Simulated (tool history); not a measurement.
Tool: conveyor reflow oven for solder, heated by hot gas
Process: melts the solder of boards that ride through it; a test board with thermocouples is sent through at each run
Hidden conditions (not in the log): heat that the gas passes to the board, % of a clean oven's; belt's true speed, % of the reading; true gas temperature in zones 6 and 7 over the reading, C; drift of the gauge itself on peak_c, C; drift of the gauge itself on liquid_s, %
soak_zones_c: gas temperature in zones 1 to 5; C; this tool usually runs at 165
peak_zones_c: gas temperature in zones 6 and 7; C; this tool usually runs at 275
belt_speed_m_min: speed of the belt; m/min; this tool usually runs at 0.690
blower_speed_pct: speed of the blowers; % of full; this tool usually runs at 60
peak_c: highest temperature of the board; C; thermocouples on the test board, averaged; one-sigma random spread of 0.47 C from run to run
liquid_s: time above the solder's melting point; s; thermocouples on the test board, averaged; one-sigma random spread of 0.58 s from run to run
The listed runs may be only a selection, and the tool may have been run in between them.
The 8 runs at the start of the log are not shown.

run,hour,soak_zones_c,peak_zones_c,belt_speed_m_min,blower_speed_pct,hours of work since the flux was cleaned out,hours of work since the belt drive was overhauled,hours of work since the thermocouples were changed,peak_c,liquid_s
9,127.8,158,275,0.690,60,173,339,95,248.5,43.6
10,141.3,158,275,0.690,60,181,347,103,248.9,43.5
11,162.1,158,275,0.690,60,194,360,115,249.3,43.6
12,180.6,158,275,0.690,60,205,371,126,248.5,43.4
13,197.2,158,275,0.574,60,214,380,136,254.9,59.8
14,208.2,158,275,0.574,60,221,387,142,256.2,59.5
# hour 214.8: flux residue cleaned out of gas plates and filters
15,236.9,158,275,0.574,60,13,401,156,255.4,58.8
16,255.6,158,275,0.574,60,24,412,167,255.5,59.6
17,271.2,158,275,0.574,60,33,421,177,254.5,59.1
18,288.6,158,275,0.574,60,44,431,187,254.4,57.8
19,304.3,158,266,0.574,60,53,441,196,247.1,52.3
20,327.0,160,280,0.751,60,66,454,210,246.6,38.3
21,339.9,160,280,0.751,60,74,462,217,247.6,38.1
# hour 348.9: flux residue cleaned out of gas plates and filters, once more
22,369.5,165,275,0.586,85,12,476,232,264.8,69.0
23,384.2,165,275,0.563,55,21,485,241,257.4,65.5
24,405.9,165,275,0.563,55,34,498,253,256.9,65.0
25,426.1,165,275,0.563,55,46,510,265,257.2,65.2
26,441.9,165,274,0.585,55,55,519,275,254.7,61.8
27,456.7,165,274,0.585,55,64,528,283,254.6,60.4
28,467.3,153,274,0.709,55,70,534,290,244.4,38.5
29,480.7,153,274,0.709,55,78,542,298,245.1,37.9
30,491.8,174,275,0.671,60,85,549,304,254.3,55.1
31,509.4,174,275,0.671,60,95,559,315,253.8,55.5
32,529.2,179,275,0.690,85,107,571,326,261.7,59.3

Predict each of these 3 candidate next runs independently; none follows another, all start after run 32:
A,553.4,168,275,0.690,82,121,585,341,?,?
B,553.4,152,275,0.572,55,121,585,341,?,?
C,553.4,179,286,0.627,85,121,585,341,?,?

run,peak_c,liquid_s
A,258.9,55.4
B,253.1,56.8
C,273.2,71.1
Without the tool's hidden state the same runs would have given:
run,peak_c,liquid_s
A,260.9,56.0
B,254.7,57.5
C,275.1,70.9
